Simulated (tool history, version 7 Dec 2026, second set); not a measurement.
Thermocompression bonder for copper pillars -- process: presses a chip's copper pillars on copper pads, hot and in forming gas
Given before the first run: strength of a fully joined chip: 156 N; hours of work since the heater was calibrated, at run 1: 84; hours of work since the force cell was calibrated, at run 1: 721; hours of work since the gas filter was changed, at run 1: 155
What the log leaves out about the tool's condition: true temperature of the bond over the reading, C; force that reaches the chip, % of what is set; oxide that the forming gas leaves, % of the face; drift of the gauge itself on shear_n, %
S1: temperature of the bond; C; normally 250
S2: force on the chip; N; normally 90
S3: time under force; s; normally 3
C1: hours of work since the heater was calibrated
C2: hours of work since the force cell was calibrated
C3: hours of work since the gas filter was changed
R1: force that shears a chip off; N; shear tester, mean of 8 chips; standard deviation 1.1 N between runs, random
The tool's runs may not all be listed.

Run 1, hour 0: usual settings; C1 84; C2 721; C3 155. Result: R1 98.3 N.
Run 2, hour 61.5: usual settings but S1 248 C; C1 121; C2 758; C3 192. Result: R1 97.3 N.
Run 3, hour 91: usual settings but S1 248 C; C1 138; C2 776; C3 210. Result: R1 96.6 N.
Run 4, hour 137.1: usual settings but S1 248 C, S2 112 N; C1 166; C2 803; C3 238. Result: R1 111.7 N.
Run 5, hour 195.3: usual settings but S1 248 C, S2 112 N; C1 201; C2 838; C3 272. Result: R1 110.3 N.
Run 6, hour 236.1: usual settings but S1 248 C, S2 112 N; C1 226; C2 863; C3 297. Result: R1 111.6 N.
At hour 295.9: forming gas filter changed.
Run 7, hour 295.9: usual settings but S1 248 C, S2 112 N; C1 261; C2 899; C3 0. Result: R1 120.6 N.
Run 8, hour 333.7: usual settings but S1 248 C, S2 112 N; C1 284; C2 921; C3 23. Result: R1 120.5 N.
Run 9, hour 385.8: usual settings but S1 248 C, S2 112 N; C1 315; C2 953; C3 54. Result: R1 120.9 N.
Run 10, hour 454.3: usual settings but S1 248 C, S2 112 N; C1 356; C2 994; C3 95. Result: R1 119.2 N.
Run 11, hour 484.9: usual settings but S1 248 C, S2 112 N; C1 375; C2 1012; C3 114. Result: R1 121.1 N.
Run 12, hour 536.9: usual settings but S1 248 C, S2 112 N; C1 406; C2 1043; C3 145. Result: R1 116.1 N.
Run 13, hour 602: usual settings; C1 445; C2 1083; C3 184. Result: R1 104.1 N.
Run 14, hour 659.4: usual settings but S1 268 C; C1 480; C2 1117; C3 219. Result: R1 122 N.
Run 15, hour 718.8: usual settings but S1 268 C; C1 516; C2 1153; C3 254. Result: R1 121.1 N.
Run 16, hour 757.7: usual settings but S1 268 C; C1 539; C2 1176; C3 278. Result: R1 119.4 N.
Run 17, hour 810: usual settings but S1 268 C; C1 570; C2 1208; C3 309. Result: R1 118.6 N.
At hour 850.6: forming gas filter changed.
Run 18, hour 866: usual settings but S1 268 C; C1 604; C2 1241; C3 9. Result: R1 134.7 N.
Run 19, hour 911.1: usual settings; C1 631; C2 1268; C3 36. Result: R1 115.1 N.
Run 20, hour 970: usual settings but S1 260 C, S2 56 N, S3 7 s; C1 666; C2 1303; C3 72. Result: R1 115.4 N.
Run 21, hour 1031.7: usual settings but S1 234 C, S2 81 N, S3 2 s; C1 703; C2 1341; C3 109. Result: R1 73.8 N.
Run 22, hour 1064.6: usual settings but S1 234 C, S2 81 N, S3 6 s; C1 723; C2 1360; C3 129. Result: R1 103.4 N.
Run 23, hour 1106.5: usual settings but S1 234 C, S2 81 N, S3 6 s; C1 748; C2 1386; C3 154. Result: R1 103.1 N.
Run 24, hour 1142.7: usual settings but S1 234 C, S2 81 N, S3 6 s; C1 770; C2 1407; C3 176. Result: R1 102.2 N.
Run 25, hour 1187.6: usual settings but S1 226 C, S2 59 N, S3 2 s; C1 797; C2 1434; C3 203. Result: R1 44 N.
At hour 1193.2: force cell calibrated.
Run 26, hour 1233.3: usual settings but S1 226 C, S2 134 N, S3 2 s; C1 824; C2 24; C3 229. Result: R1 99.8 N.
Run 27, hour 1262.8: usual settings but S1 245 C, S2 97 N; C1 841; C2 42; C3 247. Result: R1 109 N.
Run 28, hour 1320.2: usual settings but S1 245 C, S2 97 N; C1 876; C2 76; C3 281. Result: R1 107.9 N.
Run 29, hour 1385.8: usual settings but S1 270 C, S2 84 N; C1 915; C2 116; C3 321. Result: R1 122.7 N.
At hour 1408.8: forming gas filter changed.
Run 30, hour 1418.4: usual settings but S1 257 C, S2 54 N, S3 5 s; C1 935; C2 135; C3 6. Result: R1 105.9 N.
At hour 1467.7: force cell calibrated, once more.
Run 31, hour 1470.1: usual settings but S1 248 C, S2 80 N, S3 5 s; C1 965; C2 1; C3 36. Result: R1 116.9 N.
Run 32, hour 1539.1: usual settings but S1 238 C, S2 55 N, S3 7 s; C1 1006; C2 43; C3 77. Result: R1 83.1 N.
Run 33, hour 1576.7: usual settings but S1 278 C, S2 55 N, S3 7 s; C1 1029; C2 66; C3 100. Result: R1 131.3 N.
Run 34, hour 1642.2: usual settings but S1 278 C, S2 55 N, S3 7 s; C1 1068; C2 105; C3 139. Result: R1 129.2 N.
At hour 1648.6: heater calibrated with a thermocouple chip.
Run 35, hour 1676.5: usual settings but S1 278 C, S2 55 N, S3 7 s; C1 17; C2 124; C3 159. Result: R1 116.4 N.
Run 36, hour 1710.9: usual settings but S1 278 C, S2 55 N, S3 7 s; C1 37; C2 145; C3 180. Result: R1 112.2 N.
Run 37, hour 1774.9: usual settings but S1 257 C, S2 111 N, S3 7 s; C1 76; C2 184; C3 218. Result: R1 132.3 N.
Run 38, hour 1810.2: usual settings but S1 257 C, S2 111 N, S3 7 s; C1 97; C2 205; C3 239. Result: R1 134.7 N.

Consider 5 possible next runs. They are alternatives, not a sequence: every one starts from the tool as it was left by run 38. What does each give?
Run A, hour 1863.6: usual settings but S2 110 N; C1 129; C2 237; C3 271. Result: R1 ?.
Run B, hour 1863.6: usual settings but S1 275 C, S2 111 N, S3 7 s; C1 129; C2 237; C3 271. Result: R1 ?.
Run C, hour 1863.6: usual settings but S1 220 C, S2 111 N, S3 7 s; C1 129; C2 237; C3 271. Result: R1 ?.
Run D, hour 1863.6: usual settings but S1 257 C, S2 76 N, S3 2 s; C1 129; C2 237; C3 271. Result: R1 ?.
Run E, hour 1863.6: usual settings but S1 275 C, S2 105 N, S3 2 s; C1 129; C2 237; C3 271. Result: R1 ?.

run     R1
  A  109.1
  B  140.1
  C   91.9
  D   79.3
  E  119.2
Without the tool's unlogged condition, the same runs would have read:
run     R1
  A  117.7
  B  154.4
  C   98.2
  D   84.7
  E  129.6
